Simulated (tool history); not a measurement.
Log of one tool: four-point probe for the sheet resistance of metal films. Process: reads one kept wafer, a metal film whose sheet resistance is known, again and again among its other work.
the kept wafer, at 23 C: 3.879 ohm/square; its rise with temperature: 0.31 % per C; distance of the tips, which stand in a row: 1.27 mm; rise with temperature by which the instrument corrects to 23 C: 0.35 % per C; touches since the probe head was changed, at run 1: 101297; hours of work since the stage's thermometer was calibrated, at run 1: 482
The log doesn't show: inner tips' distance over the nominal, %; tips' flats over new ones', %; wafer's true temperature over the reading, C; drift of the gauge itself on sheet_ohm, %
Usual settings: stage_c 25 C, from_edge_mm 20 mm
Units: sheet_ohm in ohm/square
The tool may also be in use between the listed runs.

run   hour  stage_c  from_edge_mm  touches since the probe head was changed  hours of work since the stage's thermometer was calibrated  sheet_ohm
  1      0       25            20                                    101297                                                         482   3.877673
  2   68.2       25            20                                    103602                                                         534   3.877736
  3  142.2       25            20                                    106106                                                         591   3.877376
  4  226.8       25            20                                    108970                                                         655   3.878751
  5  284.3       25            20                                    110913                                                         699   3.879345
  6  324.4       25            20                                    112272                                                         729   3.878001
  7  389.8       25             4                                    114485                                                         779   4.070478
  8  431.6       23            17                                    115897                                                         811   3.887836
  9  520.9       23            17                                    118919                                                         879   3.886575
 10  563.1       23            22                                    120346                                                         911   3.884751
 11  615.1       25            53                                    122107                                                         951    3.87586

Forecast each of these 4 alternatives for the next run:
  A  682.3       34            69                                    124380                                                        1002          ?
  B  682.3       32             6                                    124380                                                        1002          ?
  C  682.3       20            11                                    124380                                                        1002          ?
  D  682.3       34            45                                    124380                                                        1002          ?

run  sheet_ohm
  A   3.859303
  B   3.953192
  C    3.91143
  D    3.86174
Without the tool's hidden state the same runs would have given:
run  sheet_ohm
  A   3.859825
  B   3.953696
  C   3.911796
  D   3.862262
